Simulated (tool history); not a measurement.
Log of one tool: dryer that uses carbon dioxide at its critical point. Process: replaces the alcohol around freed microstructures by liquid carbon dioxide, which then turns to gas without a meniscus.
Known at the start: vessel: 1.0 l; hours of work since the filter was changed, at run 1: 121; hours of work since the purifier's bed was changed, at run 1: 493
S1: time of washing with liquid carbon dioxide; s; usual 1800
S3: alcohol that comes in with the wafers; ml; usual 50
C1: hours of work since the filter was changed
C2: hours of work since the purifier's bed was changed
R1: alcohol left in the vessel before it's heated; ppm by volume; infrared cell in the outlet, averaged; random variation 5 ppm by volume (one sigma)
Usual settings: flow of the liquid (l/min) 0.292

{"run": 1, "hour": 0.0, "S1": 1800, "flow of the liquid (l/min)": 0.292, "S3": 50, "C1": 121, "C2": 493, "R1": 255}
{"run": 2, "hour": 44.2, "S1": 1800, "flow of the liquid (l/min)": 0.292, "S3": 50, "C1": 147, "C2": 519, "R1": 247}
{"run": 3, "hour": 92.8, "S1": 1800, "flow of the liquid (l/min)": 0.292, "S3": 50, "C1": 176, "C2": 547, "R1": 263}
{"hour": 114.7, "done": "inlet filter changed"}
{"run": 4, "hour": 132.9, "S1": 1800, "flow of the liquid (l/min)": 0.333, "S3": 50, "C1": 11, "C2": 570, "R1": 246}
{"run": 5, "hour": 173.7, "S1": 1800, "flow of the liquid (l/min)": 0.333, "S3": 50, "C1": 35, "C2": 594, "R1": 256}
{"hour": 187.2, "done": "purifier's bed changed"}
{"run": 6, "hour": 219.8, "S1": 1800, "flow of the liquid (l/min)": 0.333, "S3": 50, "C1": 60, "C2": 19, "R1": 17}
{"run": 7, "hour": 240.9, "S1": 1800, "flow of the liquid (l/min)": 0.333, "S3": 50, "C1": 72, "C2": 31, "R1": 34}
{"run": 8, "hour": 268.5, "S1": 1800, "flow of the liquid (l/min)": 0.333, "S3": 50, "C1": 88, "C2": 48, "R1": 29}
{"run": 9, "hour": 310.7, "S1": 1800, "flow of the liquid (l/min)": 0.333, "S3": 50, "C1": 113, "C2": 72, "R1": 48}
{"run": 10, "hour": 333.2, "S1": 1800, "flow of the liquid (l/min)": 0.333, "S3": 50, "C1": 126, "C2": 86, "R1": 54}
{"run": 11, "hour": 361.4, "S1": 1800, "flow of the liquid (l/min)": 0.292, "S3": 50, "C1": 143, "C2": 102, "R1": 95}
{"run": 12, "hour": 384.3, "S1": 1800, "flow of the liquid (l/min)": 0.292, "S3": 34, "C1": 156, "C2": 116, "R1": 84}
{"run": 13, "hour": 415.2, "S1": 1800, "flow of the liquid (l/min)": 0.292, "S3": 50, "C1": 174, "C2": 134, "R1": 120}
{"hour": 439.2, "done": "inlet filter changed"}
{"run": 14, "hour": 465.4, "S1": 1800, "flow of the liquid (l/min)": 0.26, "S3": 50, "C1": 15, "C2": 163, "R1": 121}
{"run": 15, "hour": 506.5, "S1": 1800, "flow of the liquid (l/min)": 0.227, "S3": 44, "C1": 39, "C2": 187, "R1": 207}
{"run": 16, "hour": 547.6, "S1": 1800, "flow of the liquid (l/min)": 0.256, "S3": 98, "C1": 64, "C2": 211, "R1": 229}
{"run": 17, "hour": 588.2, "S1": 1800, "flow of the liquid (l/min)": 0.181, "S3": 57, "C1": 87, "C2": 235, "R1": 782}
{"run": 18, "hour": 619.7, "S1": 2580, "flow of the liquid (l/min)": 0.181, "S3": 23, "C1": 106, "C2": 253, "R1": 150}
{"run": 19, "hour": 643.6, "S1": 2580, "flow of the liquid (l/min)": 0.181, "S3": 23, "C1": 120, "C2": 267, "R1": 161}
{"run": 20, "hour": 681.1, "S1": 2580, "flow of the liquid (l/min)": 0.181, "S3": 23, "C1": 142, "C2": 289, "R1": 175}
{"run": 21, "hour": 726.9, "S1": 2580, "flow of the liquid (l/min)": 0.294, "S3": 23, "C1": 169, "C2": 316, "R1": 138}
{"hour": 759.8, "done": "inlet filter changed"}
{"run": 22, "hour": 775.3, "S1": 2700, "flow of the liquid (l/min)": 0.475, "S3": 47, "C1": 9, "C2": 344, "R1": 155}
{"run": 23, "hour": 814.1, "S1": 1380, "flow of the liquid (l/min)": 0.198, "S3": 100, "C1": 32, "C2": 366, "R1": 2151}
{"run": 24, "hour": 847.7, "S1": 2700, "flow of the liquid (l/min)": 0.237, "S3": 100, "C1": 52, "C2": 386, "R1": 172}
{"run": 25, "hour": 882.0, "S1": 2700, "flow of the liquid (l/min)": 0.237, "S3": 100, "C1": 72, "C2": 406, "R1": 181}
{"run": 26, "hour": 915.0, "S1": 2700, "flow of the liquid (l/min)": 0.237, "S3": 100, "C1": 91, "C2": 426, "R1": 183}
{"run": 27, "hour": 948.0, "S1": 2700, "flow of the liquid (l/min)": 0.237, "S3": 100, "C1": 110, "C2": 445, "R1": 210}

4 ways to go on from here, each from the tool as it stands after run 27. What would each give?
{"run": "A", "hour": 970.1, "S1": 1800, "flow of the liquid (l/min)": 0.446, "S3": 95, "C1": 123, "C2": 458, "R1": "?"}
{"run": "B", "hour": 970.1, "S1": 1320, "flow of the liquid (l/min)": 0.329, "S3": 50, "C1": 123, "C2": 458, "R1": "?"}
{"run": "C", "hour": 970.1, "S1": 1320, "flow of the liquid (l/min)": 0.263, "S3": 56, "C1": 123, "C2": 458, "R1": "?"}
{"run": "D", "hour": 970.1, "S1": 1620, "flow of the liquid (l/min)": 0.28, "S3": 50, "C1": 123, "C2": 458, "R1": "?"}

run=A R1=193
run=B R1=307
run=C R1=681
run=D R1=288
Without the tool's hidden state the same runs would have given:
run=A R1=9
run=B R1=71
run=C R1=318
run=D R1=57

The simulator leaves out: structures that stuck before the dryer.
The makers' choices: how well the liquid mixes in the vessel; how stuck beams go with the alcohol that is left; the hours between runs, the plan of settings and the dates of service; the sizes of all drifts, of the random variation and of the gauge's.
